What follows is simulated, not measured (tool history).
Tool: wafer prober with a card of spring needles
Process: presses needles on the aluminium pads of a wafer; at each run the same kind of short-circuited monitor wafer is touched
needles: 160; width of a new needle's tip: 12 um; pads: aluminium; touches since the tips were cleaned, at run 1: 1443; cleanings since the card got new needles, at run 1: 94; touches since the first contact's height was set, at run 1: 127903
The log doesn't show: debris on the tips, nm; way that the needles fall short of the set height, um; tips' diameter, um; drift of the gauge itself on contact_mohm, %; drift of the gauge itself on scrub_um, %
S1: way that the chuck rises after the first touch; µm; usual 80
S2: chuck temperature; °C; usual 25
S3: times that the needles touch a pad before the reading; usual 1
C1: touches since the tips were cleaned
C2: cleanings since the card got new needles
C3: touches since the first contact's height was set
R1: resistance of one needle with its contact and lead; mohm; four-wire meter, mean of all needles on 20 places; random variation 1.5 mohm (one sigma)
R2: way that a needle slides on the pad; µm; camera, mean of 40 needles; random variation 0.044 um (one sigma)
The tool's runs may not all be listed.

run,day,S1,S2,S3,C1,C2,C3,R1,R2
1,0.000,80,25,1,1443,94,127903,161,17.12
# day 0.262: tips cleaned on abrasive film
# day 0.275: height of the first contact set anew
# day 0.608: tips cleaned on abrasive film
2,0.796,80,25,1,2776,96,7548,169,17.58
# day 0.962: tips cleaned on abrasive film
3,1.212,80,25,1,3704,97,13593,174,17.49
# day 1.292: tips cleaned on abrasive film
# day 1.638: tips cleaned on abrasive film
4,1.667,80,25,1,458,99,20113,147,17.47
# day 2.004: tips cleaned on abrasive film
# day 2.362: tips cleaned on abrasive film
5,2.550,81,25,1,2771,101,32895,165,17.55
# day 2.712: tips cleaned on abrasive film
# day 3.054: tips cleaned on abrasive film
6,3.054,80,25,2,0,103,40122,135,17.34
# day 3.429: tips cleaned on abrasive film
7,3.617,80,25,2,2759,104,48312,155,17.35
# day 3.800: tips cleaned on abrasive film
8,4.025,80,25,2,3288,105,54251,156,17.38
# day 4.154: tips cleaned on abrasive film
# day 4.504: tips cleaned on abrasive film
9,4.646,80,25,1,2082,107,63203,167,17.20
# day 4.842: tips cleaned on abrasive film
# day 5.162: tips cleaned on abrasive film
10,5.262,80,25,1,1473,109,72102,156,17.27
# day 5.517: tips cleaned on abrasive film
11,5.746,75,25,2,3373,110,79119,161,16.07
# day 5.842: tips cleaned on abrasive film
# day 6.212: tips cleaned on abrasive film
12,6.438,93,25,1,3324,112,89114,163,19.94
# day 6.538: tips cleaned on abrasive film
# day 6.900: tips cleaned on abrasive film
13,7.008,93,25,1,1598,114,97311,154,20.04
# day 7.254: tips cleaned on abrasive film
# day 7.600: tips cleaned on abrasive film
# day 7.925: tips cleaned on abrasive film
14,7.954,63,63,1,390,117,110946,158,13.35
# day 8.275: tips cleaned on abrasive film
# day 8.617: tips cleaned on abrasive film
15,8.758,86,29,1,2074,119,122624,162,18.40
# day 8.971: tips cleaned on abrasive film
# day 9.325: tips cleaned on abrasive film
# day 9.404: height of the first contact set anew
16,9.425,73,41,1,1276,121,334,161,16.00

Run 17 comes next. What will it give?
# day 9.662: tips cleaned on abrasive film
# day 10.038: tips cleaned on abrasive film
17,10.321,73,41,1,4164,123,13320,?,?

R1: 186 mohm
R2: 15.93 µm
Without the tool's hidden state the same run would have given R1 137 mohm, R2 15.97 µm.
